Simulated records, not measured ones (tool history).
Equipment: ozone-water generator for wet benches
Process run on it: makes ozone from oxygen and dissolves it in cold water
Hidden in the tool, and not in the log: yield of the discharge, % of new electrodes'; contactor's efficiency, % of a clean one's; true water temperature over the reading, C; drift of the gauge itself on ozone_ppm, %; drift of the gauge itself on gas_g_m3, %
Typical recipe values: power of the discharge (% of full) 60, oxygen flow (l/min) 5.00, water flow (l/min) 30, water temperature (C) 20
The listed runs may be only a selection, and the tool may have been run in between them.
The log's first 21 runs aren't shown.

| run | hour | power of the discharge (% of full) | oxygen flow (l/min) | water flow (l/min) | water temperature (C) | hours of work since the electrodes were changed | hours of work since the contactor was cleaned | hours of work since the thermometer was calibrated | dissolved ozone (ppm) | ozone in the gas ahead of the water (g/m3) |
|---|---|---|---|---|---|---|---|---|---|---|
| 22 | 1008.1 | 80 | 3.08 | 38 | 20 | 1324 | 1410 | 1214 | 11.2 | 327.7 |
| 23 | 1037.9 | 60 | 5.00 | 33 | 26 | 1343 | 1429 | 1233 | 10.4 | 199.1 |
|  | 1045.9 | contactor cleaned |
| 24 | 1079.9 | 60 | 5.00 | 30 | 22 | 1368 | 22 | 1257 | 11.9 | 198.5 |
| 25 | 1125.3 | 61 | 5.00 | 36 | 18 | 1397 | 51 | 1286 | 10.7 | 203.0 |
| 26 | 1158.8 | 93 | 5.83 | 36 | 28 | 1418 | 72 | 1308 | 13.9 | 272.6 |
| 27 | 1219.0 | 62 | 8.10 | 19 | 27 | 1456 | 110 | 1346 | 16.0 | 160.4 |
|  | 1239.8 | contactor cleaned, once more |
| 28 | 1266.2 | 60 | 5.51 | 43 | 18 | 1484 | 17 | 1374 | 9.1 | 189.6 |
| 29 | 1326.4 | 73 | 2.89 | 34 | 20 | 1522 | 55 | 1412 | 11.8 | 307.3 |
| 30 | 1350.5 | 73 | 2.89 | 26 | 20 | 1538 | 71 | 1427 | 15.5 | 309.2 |
| 31 | 1391.1 | 60 | 5.00 | 38 | 13 | 1563 | 96 | 1453 | 10.6 | 197.5 |
| 32 | 1429.7 | 71 | 7.73 | 28 | 18 | 1588 | 121 | 1478 | 16.7 | 185.6 |
| 33 | 1470.6 | 71 | 7.73 | 28 | 18 | 1614 | 147 | 1504 | 16.6 | 185.4 |

Each row is a separate what-if for the run after 33, all from the same tool condition, not one after another. Results?
| A | 1503.5 | 60 | 5.80 | 31 | 18 | 1635 | 168 | 1525 | ? | ? |
| B | 1503.5 | 47 | 5.00 | 30 | 28 | 1635 | 168 | 1525 | ? | ? |
| C | 1503.5 | 57 | 5.00 | 19 | 13 | 1635 | 168 | 1525 | ? | ? |

| run | dissolved ozone (ppm) | ozone in the gas ahead of the water (g/m3) |
|---|---|---|
| A | 12.6 | 184.2 |
| B | 9.3 | 158.9 |
| C | 19.9 | 187.4 |
Without the tool's unlogged condition, the same runs would have read:
| run | dissolved ozone (ppm) | ozone in the gas ahead of the water (g/m3) |
|---|---|---|
| A | 13.5 | 194.8 |
| B | 9.7 | 165.6 |
| C | 21.1 | 197.6 |

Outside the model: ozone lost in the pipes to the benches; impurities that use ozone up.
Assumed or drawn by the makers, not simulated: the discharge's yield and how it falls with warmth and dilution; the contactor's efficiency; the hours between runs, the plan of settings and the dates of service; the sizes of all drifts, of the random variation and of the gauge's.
